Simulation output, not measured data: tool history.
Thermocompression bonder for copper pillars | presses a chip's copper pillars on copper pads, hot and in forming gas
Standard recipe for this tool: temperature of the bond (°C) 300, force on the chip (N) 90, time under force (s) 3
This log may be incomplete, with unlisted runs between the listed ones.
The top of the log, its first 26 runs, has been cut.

run	day	temperature of the bond (°C)	force on the chip (N)	time under force (s)	hours of work since the heater was calibrated	hours of work since the force cell was calibrated	hours of work since the gas filter was changed	force that shears a chip off (N)
27	47.154	271	88	2	76	511	195	35.4
28	48.6	271	95	2	97	531	216	38
29	50.638	271	95	2	126	560	245	37.6
30	52.004	300	90	7	145	580	264	82
31	53.833	314	90	3	171	606	290	75.3
# day 55.75: forming gas filter changed
32	56.142	300	90	2	204	638	6	59.9
33	57.592	300	113	2	224	659	26	70.3
34	59.792	288	100	3	256	690	57	62
35	61.929	300	90	4	286	721	88	73.6
36	63.979	300	90	4	315	750	117	72.4
37	65.712	329	63	2	340	774	142	64.2
38	68.133	329	63	2	374	809	176	61.8
39	69.438	301	77	3	393	827	195	59

Here are 3 independent what-if runs from the current tool condition. What would each one return?
A	70.746	274	114	3	411	846	213	?
B	70.746	315	90	3	411	846	213	?
C	70.746	300	90	2	411	846	213	?

run	force that shears a chip off (N)
A	53.4
B	76
C	55.2
Without the tool's hidden state the same runs would have given:
run	force that shears a chip off (N)
A	57.5
B	81.2
C	59.2
